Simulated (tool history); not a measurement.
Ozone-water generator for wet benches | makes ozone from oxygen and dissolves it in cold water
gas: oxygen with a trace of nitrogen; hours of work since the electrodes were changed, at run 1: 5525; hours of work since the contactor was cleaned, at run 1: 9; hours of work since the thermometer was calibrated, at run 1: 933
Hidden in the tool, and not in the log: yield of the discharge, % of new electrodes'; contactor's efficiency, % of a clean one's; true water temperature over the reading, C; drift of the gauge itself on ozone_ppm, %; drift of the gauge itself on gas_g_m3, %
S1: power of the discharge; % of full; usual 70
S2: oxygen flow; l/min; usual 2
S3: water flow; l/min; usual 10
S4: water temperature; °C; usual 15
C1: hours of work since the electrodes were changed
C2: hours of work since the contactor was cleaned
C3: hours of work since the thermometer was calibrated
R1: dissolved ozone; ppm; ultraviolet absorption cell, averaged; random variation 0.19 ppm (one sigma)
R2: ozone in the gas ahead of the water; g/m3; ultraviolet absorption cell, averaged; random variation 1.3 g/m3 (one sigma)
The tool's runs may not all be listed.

| run | day | S1 | S2 | S3 | S4 | C1 | C2 | C3 | R1 | R2 |
|---|---|---|---|---|---|---|---|---|---|---|
| 1 | 0 | 70 | 2 | 10 | 15 | 5525 | 9 | 933 | 24.4 | 227.9 |
| 2 | 5.504 | 70 | 1.45 | 10 | 15 | 5643 | 127 | 1052 | 24.4 | 282.6 |
| 3 | 10.267 | 70 | 1.45 | 10 | 15 | 5746 | 230 | 1154 | 24.5 | 282.5 |
| 4 | 14.788 | 70 | 2 | 11 | 15 | 5843 | 327 | 1251 | 22.6 | 226.3 |
| 5 | 19.596 | 70 | 2 | 11 | 15 | 5946 | 430 | 1355 | 22.5 | 225.7 |
| 6 | 24.842 | 70 | 1.39 | 10 | 15 | 6059 | 543 | 1468 | 24.2 | 287.6 |
| 7 | 29.712 | 70 | 2 | 10 | 15 | 6164 | 648 | 1572 | 24.4 | 223.9 |
| 8 | 34.267 | 70 | 1.64 | 10 | 15 | 6262 | 746 | 1670 | 24.4 | 258.6 |
| 9 | 40.862 | 70 | 1.64 | 10 | 15 | 6404 | 888 | 1812 | 24.3 | 256.7 |
| 10 | 46.354 | 70 | 1.64 | 10 | 15 | 6522 | 1006 | 1930 | 24.1 | 254.8 |
| 11 | 50.396 | 70 | 1.64 | 10 | 15 | 6609 | 1093 | 2017 | 24.2 | 256.3 |
| 12 | 53.412 | 70 | 1.64 | 10 | 15 | 6674 | 1158 | 2082 | 24 | 255.1 |
| 13 | 57.438 | 70 | 1.64 | 10 | 15 | 6760 | 1244 | 2169 | 24.1 | 255.8 |
| 14 | 63.583 | 70 | 1.64 | 10 | 15 | 6893 | 1376 | 2301 | 24.1 | 254.6 |
| 15 | 69.871 | 70 | 1.64 | 10 | 15 | 7028 | 1512 | 2436 | 23.7 | 253.9 |
| 16 | 75.617 | 70 | 1.64 | 10 | 15 | 7151 | 1635 | 2560 | 23.8 | 254.8 |
| 17 | 78.958 | 70 | 1.64 | 10 | 15 | 7223 | 1707 | 2631 | 23.9 | 253.3 |
| 18 | 84.308 | 55 | 2.42 | 10 | 15 | 7338 | 1822 | 2747 | 20.5 | 170.8 |
| 19 | 88.175 | 55 | 1.56 | 16 | 15 | 7422 | 1905 | 2830 | 13.8 | 229.1 |
| 20 | 92.104 | 70 | 2 | 8 | 13 | 7506 | 1990 | 2914 | 28.5 | 220.3 |
| 21 | 96.629 | 70 | 2 | 8 | 20 | 7603 | 2087 | 3012 | 25.9 | 219.7 |
| 22 | 102.238 | 70 | 2 | 8 | 20 | 7724 | 2208 | 3132 | 25.9 | 219 |
| 23 | 105.717 | 70 | 2 | 8 | 20 | 7799 | 2283 | 3207 | 25.7 | 219.5 |
| 24 | 112.65 | 64 | 2 | 8 | 11 | 7948 | 2432 | 3356 | 27.5 | 208.1 |
| 25 | 118.729 | 70 | 2 | 6 | 15 | 8079 | 2562 | 3487 | 32.8 | 215.8 |
| 26 | 121.675 | 75 | 2.78 | 10 | 10 | 8142 | 2626 | 3550 | 25.1 | 181.3 |
| 27 | 127.517 | 70 | 2 | 12 | 15 | 8268 | 2751 | 3676 | 20.1 | 217.8 |
| 28 | 131.517 | 83 | 2 | 12 | 15 | 8354 | 2837 | 3762 | 22.1 | 239 |
| 29 | 137.338 | 83 | 2 | 12 | 15 | 8479 | 2963 | 3887 | 21.8 | 238 |
| 30 | 141.054 | 48 | 2 | 10 | 16 | 8559 | 3043 | 3967 | 18.8 | 177.1 |
| 31 | 145.079 | 48 | 2 | 10 | 16 | 8646 | 3129 | 4054 | 18.4 | 177.6 |
| 32 | 151.708 | 86 | 1.59 | 10 | 15 | 8788 | 3272 | 4196 | 25.4 | 282.7 |

The same runs without the tool's hidden state, with the same run-to-run variation:
| run | R1 | R2 |
|---|---|---|
| 1 | 26.8 | 249.2 |
| 2 | 26.9 | 309.7 |
| 3 | 27.1 | 310 |
| 4 | 25 | 248.6 |
| 5 | 24.9 | 248.6 |
| 6 | 26.9 | 317.3 |
| 7 | 27.2 | 247.5 |
| 8 | 27.2 | 286 |
| 9 | 27.2 | 284.6 |
| 10 | 27 | 283.3 |
| 11 | 27.2 | 285.3 |
| 12 | 27 | 284.3 |
| 13 | 27.2 | 285.5 |
| 14 | 27.3 | 284.8 |
| 15 | 26.9 | 284.6 |
| 16 | 27 | 286.1 |
| 17 | 27.2 | 284.8 |
| 18 | 23 | 189.3 |
| 19 | 15.5 | 254.1 |
| 20 | 32.7 | 248.9 |
| 21 | 29.7 | 248.7 |
| 22 | 29.8 | 248.5 |
| 23 | 29.6 | 249.3 |
| 24 | 31.5 | 235.2 |
| 25 | 38 | 246.1 |
| 26 | 29.3 | 208 |
| 27 | 23.4 | 249.2 |
| 28 | 26.1 | 277.4 |
| 29 | 25.9 | 276.9 |
| 30 | 21.4 | 197.6 |
| 31 | 21 | 198.5 |
| 32 | 30.4 | 331.8 |

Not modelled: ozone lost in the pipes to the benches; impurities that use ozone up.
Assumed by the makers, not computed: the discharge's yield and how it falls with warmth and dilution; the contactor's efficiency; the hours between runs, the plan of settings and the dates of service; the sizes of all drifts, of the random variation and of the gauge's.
